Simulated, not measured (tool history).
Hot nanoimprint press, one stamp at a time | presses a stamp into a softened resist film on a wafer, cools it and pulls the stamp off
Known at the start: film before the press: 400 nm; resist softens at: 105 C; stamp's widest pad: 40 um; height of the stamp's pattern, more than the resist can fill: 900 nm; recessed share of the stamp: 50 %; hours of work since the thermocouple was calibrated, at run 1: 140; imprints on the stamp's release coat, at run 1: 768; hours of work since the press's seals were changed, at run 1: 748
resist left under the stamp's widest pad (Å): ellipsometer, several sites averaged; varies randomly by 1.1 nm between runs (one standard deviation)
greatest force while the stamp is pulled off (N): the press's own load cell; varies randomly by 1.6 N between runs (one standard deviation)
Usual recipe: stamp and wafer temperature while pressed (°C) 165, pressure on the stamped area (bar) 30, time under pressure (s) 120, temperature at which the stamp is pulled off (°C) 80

run   hour  stamp and wafer temperature while pressed (°C)  pressure on the stamped area (bar)  time under pressure (s)  temperature at which the stamp is pulled off (°C)  hours of work since the thermocouple was calibrated  imprints on the stamp's release coat  hours of work since the press's seals were changed  resist left under the stamp's widest pad (Å)  greatest force while the stamp is pulled off (N)
  1    0.0                                             165                                  30                      120                                                 80                                                  140                                   768                                                 748                                          1801                                               176
  2   30.4                                             165                                  30                      120                                                 80                                                  160                                   912                                                 767                                          1812                                               179
  3   56.0                                             165                                  30                      120                                                 80                                                  176                                  1034                                                 784                                          1804                                               184
      69.9  -- press's hydraulic seals changed and the load cell set to zero
      82.0  -- stamp cleaned and given a new release coat
  4   95.9                                             165                                  30                      120                                                 80                                                  193                                    66                                                  13                                          1778                                               153
  5  121.3                                             165                                  30                      120                                                 80                                                  209                                   186                                                  29                                          1797                                               157
  6  144.8                                             165                                  30                      120                                                 80                                                  224                                   297                                                  44                                          1821                                               165
  7  166.8                                             165                                  30                      120                                                 80                                                  238                                   402                                                  58                                          1826                                               164
     171.2  -- plate thermocouple calibrated
  8  187.7                                             165                                  19                       96                                                 80                                                   11                                   487                                                  70                                          2466                                               171
  9  219.7                                             165                                  19                       96                                                 80                                                   31                                   638                                                  90                                          2470                                               179
 10  246.0                                             165                                  19                       96                                                 80                                                   48                                   763                                                 107                                          2470                                               179
 11  263.4                                             165                                  19                       96                                                 80                                                   59                                   845                                                 118                                          2448                                               182
 12  285.1                                             165                                  19                      123                                                 80                                                   73                                   948                                                 132                                          2295                                               187

Branching from run 12: 4 alternative next runs. What would each branch give?
  A  302.1                                             169                                  30                      120                                                 80                                                   84                                  1029                                                 143                                             ?                                                 ?
  B  302.1                                             165                                  30                      116                                                 80                                                   84                                  1029                                                 143                                             ?                                                 ?
  C  302.1                                             174                                  19                      195                                                 80                                                   84                                  1029                                                 143                                             ?                                                 ?
  D  302.1                                             165                                  19                      118                                                 85                                                   84                                  1029                                                 143                                             ?                                                 ?

run  resist left under the stamp's widest pad (Å)  greatest force while the stamp is pulled off (N)
  A                                          1544                                               185
  B                                          1969                                               186
  C                                          1170                                               187
  D                                          2330                                               179
Had the tool no hidden state, the same runs would have come out as:
run  resist left under the stamp's widest pad (Å)  greatest force while the stamp is pulled off (N)
  A                                          1337                                               150
  B                                          1711                                               151
  C                                          1020                                               152
  D                                          2059                                               145
